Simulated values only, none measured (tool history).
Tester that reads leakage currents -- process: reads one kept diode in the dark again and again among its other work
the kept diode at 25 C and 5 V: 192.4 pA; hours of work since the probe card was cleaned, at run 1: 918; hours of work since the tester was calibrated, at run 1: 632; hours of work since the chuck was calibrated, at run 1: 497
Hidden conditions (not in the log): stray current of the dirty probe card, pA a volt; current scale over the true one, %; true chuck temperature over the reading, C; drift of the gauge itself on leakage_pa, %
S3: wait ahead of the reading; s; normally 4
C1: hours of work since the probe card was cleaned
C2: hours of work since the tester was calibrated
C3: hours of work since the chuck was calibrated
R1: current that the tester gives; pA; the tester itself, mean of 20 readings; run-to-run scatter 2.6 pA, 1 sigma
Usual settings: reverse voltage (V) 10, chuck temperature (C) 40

run 1 hour=0 | reverse_voltage_(V)=10 chuck_temperature_(C)=40 S3=4 | C1=918 C2=632 C3=497 | R1=879.68
run 2 hour=21 | reverse_voltage_(V)=10 chuck_temperature_(C)=40 S3=4 | C1=928 C2=643 C3=507 | R1=880.93
run 3 hour=56 | reverse_voltage_(V)=10 chuck_temperature_(C)=40 S3=4 | C1=945 C2=660 C3=524 | R1=883.13
run 4 hour=82.7 | reverse_voltage_(V)=10 chuck_temperature_(C)=40 S3=4 | C1=958 C2=673 C3=537 | R1=877.17
run 5 hour=117.4 | reverse_voltage_(V)=10 chuck_temperature_(C)=40 S3=4 | C1=975 C2=690 C3=554 | R1=881.25
run 6 hour=154 | reverse_voltage_(V)=10 chuck_temperature_(C)=40 S3=4 | C1=993 C2=708 C3=572 | R1=884.62
run 7 hour=179.8 | reverse_voltage_(V)=10 chuck_temperature_(C)=40 S3=4 | C1=1006 C2=720 C3=585 | R1=878.82
run 8 hour=200.6 | reverse_voltage_(V)=10 chuck_temperature_(C)=40 S3=4 | C1=1016 C2=730 C3=595 | R1=879.25
run 9 hour=239.6 | reverse_voltage_(V)=10 chuck_temperature_(C)=57 S3=4 | C1=1035 C2=749 C3=614 | R1=3110.01
run 10 hour=261.1 | reverse_voltage_(V)=5.4 chuck_temperature_(C)=49 S3=1.24 | C1=1045 C2=760 C3=624 | R1=1366.42
run 11 hour=296.9 | reverse_voltage_(V)=5.4 chuck_temperature_(C)=49 S3=1.24 | C1=1063 C2=777 C3=642 | R1=1369.56
run 12 hour=324.6 | reverse_voltage_(V)=5.4 chuck_temperature_(C)=49 S3=1.24 | C1=1076 C2=791 C3=655 | R1=1361.14
run 13 hour=344.7 | reverse_voltage_(V)=10 chuck_temperature_(C)=39 S3=0.47 | C1=1086 C2=801 C3=665 | R1=817.3
run 14 hour=361.3 | reverse_voltage_(V)=8.1 chuck_temperature_(C)=59 S3=2.54 | C1=1094 C2=809 C3=673 | R1=3300.62
run 15 hour=377.4 | reverse_voltage_(V)=5.1 chuck_temperature_(C)=59 S3=1.06 | C1=1102 C2=817 C3=681 | R1=2739.21
run 16 hour=406.1 | reverse_voltage_(V)=3.1 chuck_temperature_(C)=40 S3=4 | C1=1116 C2=831 C3=695 | R1=549.14
run 17 hour=441.6 | reverse_voltage_(V)=4.7 chuck_temperature_(C)=51 S3=0.42 | C1=1133 C2=848 C3=712 | R1=1498
run 18 hour=462.5 | reverse_voltage_(V)=5.5 chuck_temperature_(C)=59 S3=2.93 | C1=1144 C2=858 C3=723 | R1=2823.26

Each row is a separate what-if for the run after 18, all from the same tool condition, not one after another. Results?
run A hour=497 | reverse_voltage_(V)=16.4 chuck_temperature_(C)=37 S3=1.25 | C1=1160 C2=875 C3=739 | R1=?
run B hour=497 | reverse_voltage_(V)=8.4 chuck_temperature_(C)=25 S3=2.99 | C1=1160 C2=875 C3=739 | R1=?
run C hour=497 | reverse_voltage_(V)=2.8 chuck_temperature_(C)=59 S3=2.39 | C1=1160 C2=875 C3=739 | R1=?
run D hour=497 | reverse_voltage_(V)=10 chuck_temperature_(C)=40 S3=4.8 | C1=1160 C2=875 C3=739 | R1=?

run=A R1=845.04
run=B R1=236.74
run=C R1=2145.81
run=D R1=879.37
Take away the tool's hidden state, keep each run's random variation, and the runs would have read:
run=A R1=845.67
run=B R1=236.93
run=C R1=2147.27
run=D R1=880.02
